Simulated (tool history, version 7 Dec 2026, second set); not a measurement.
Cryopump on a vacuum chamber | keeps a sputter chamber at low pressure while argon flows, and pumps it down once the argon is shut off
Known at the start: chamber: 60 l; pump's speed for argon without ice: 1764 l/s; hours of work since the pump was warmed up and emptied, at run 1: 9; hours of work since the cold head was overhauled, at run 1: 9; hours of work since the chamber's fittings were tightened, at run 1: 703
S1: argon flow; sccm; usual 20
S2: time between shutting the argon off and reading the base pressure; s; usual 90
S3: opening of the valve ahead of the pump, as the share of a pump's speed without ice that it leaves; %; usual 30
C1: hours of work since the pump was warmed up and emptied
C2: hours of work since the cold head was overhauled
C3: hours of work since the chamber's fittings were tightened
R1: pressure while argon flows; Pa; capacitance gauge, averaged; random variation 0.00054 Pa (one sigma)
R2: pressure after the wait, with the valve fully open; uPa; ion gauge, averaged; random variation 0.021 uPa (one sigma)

| run | hour | S1 | S2 | S3 | C1 | C2 | C3 | R1 | R2 |
|---|---|---|---|---|---|---|---|---|---|
| 1 | 0 | 20 | 90 | 30 | 9 | 9 | 703 | 0.0643 | 0.81 |
| 2 | 13.9 | 20 | 90 | 30 | 16 | 16 | 710 | 0.064 | 0.82 |
| 3 | 27.7 | 20 | 61 | 30 | 23 | 23 | 718 | 0.0644 | 0.89 |
| 4 | 42.9 | 25 | 61 | 30 | 31 | 31 | 726 | 0.0802 | 0.92 |
| 5 | 67.2 | 25 | 61 | 30 | 44 | 44 | 738 | 0.0806 | 0.91 |
| 6 | 91.3 | 20 | 90 | 30 | 57 | 57 | 751 | 0.0639 | 0.86 |
| 7 | 104.5 | 20 | 90 | 30 | 63 | 63 | 758 | 0.0639 | 0.88 |
| 8 | 122.3 | 20 | 90 | 30 | 73 | 73 | 767 | 0.0638 | 0.9 |
| 9 | 141.3 | 20 | 90 | 30 | 83 | 83 | 777 | 0.0646 | 0.9 |
| 10 | 154.1 | 20 | 90 | 30 | 89 | 89 | 784 | 0.0643 | 0.9 |
| 11 | 169.5 | 20 | 90 | 30 | 98 | 98 | 792 | 0.0643 | 0.91 |
| 12 | 193.5 | 20 | 90 | 30 | 110 | 110 | 804 | 0.0647 | 0.97 |
| 13 | 208.5 | 20 | 28 | 26 | 118 | 118 | 812 | 0.0748 | 1.37 |
| 14 | 229.6 | 20 | 28 | 26 | 129 | 129 | 823 | 0.0758 | 1.34 |
| 15 | 252.9 | 31 | 28 | 26 | 141 | 141 | 836 | 0.1159 | 1.34 |
| 16 | 265.8 | 31 | 28 | 26 | 148 | 148 | 842 | 0.1165 | 1.37 |
| 17 | 290.3 | 9 | 32 | 45 | 161 | 161 | 855 | 0.0204 | 1.34 |
| 18 | 302 | 9 | 177 | 38 | 167 | 167 | 861 | 0.0232 | 0.91 |
| 19 | 324.5 | 20 | 24 | 38 | 179 | 179 | 873 | 0.0513 | 1.49 |
| 20 | 342 | 21 | 90 | 53 | 188 | 188 | 882 | 0.0392 | 1 |
| 21 | 358 | 20 | 232 | 19 | 196 | 196 | 891 | 0.1032 | 0.85 |
| 22 | 371.5 | 34 | 21 | 24 | 203 | 203 | 898 | 0.1376 | 1.63 |
| 23 | 393.3 | 34 | 21 | 24 | 215 | 215 | 909 | 0.1389 | 1.64 |
| 24 | 417.6 | 34 | 21 | 24 | 228 | 228 | 922 | 0.1371 | 1.62 |

Some steps in R1 between neighbouring runs. How much of each would the tool show without its hidden state too (settings, what came in, random variation), and how much is left for the hidden state, with any gauge scatter that isn't in both results?
The hidden state here: pump's speed, % of a pump's without ice; cold plate's temperature, K; leak into the chamber, uPa l/s; drift of the gauge itself on working_pa, %; drift of the gauge itself on base_upa, %.
Run 16 -> 17: S1 31 -> 9, S2 28 -> 32, S3 26 -> 45. R1 -0.0961 Pa: hidden state -0.001, all else -0.0951.
Run 20 -> 21: S1 21 -> 20, S2 90 -> 232, S3 53 -> 19. R1 +0.064 Pa: hidden state +0.0001, all else +0.0639.
Run 21 -> 22: S1 20 -> 34, S2 232 -> 21, S3 19 -> 24. R1 +0.0344 Pa: hidden state +0.001, all else +0.0334.
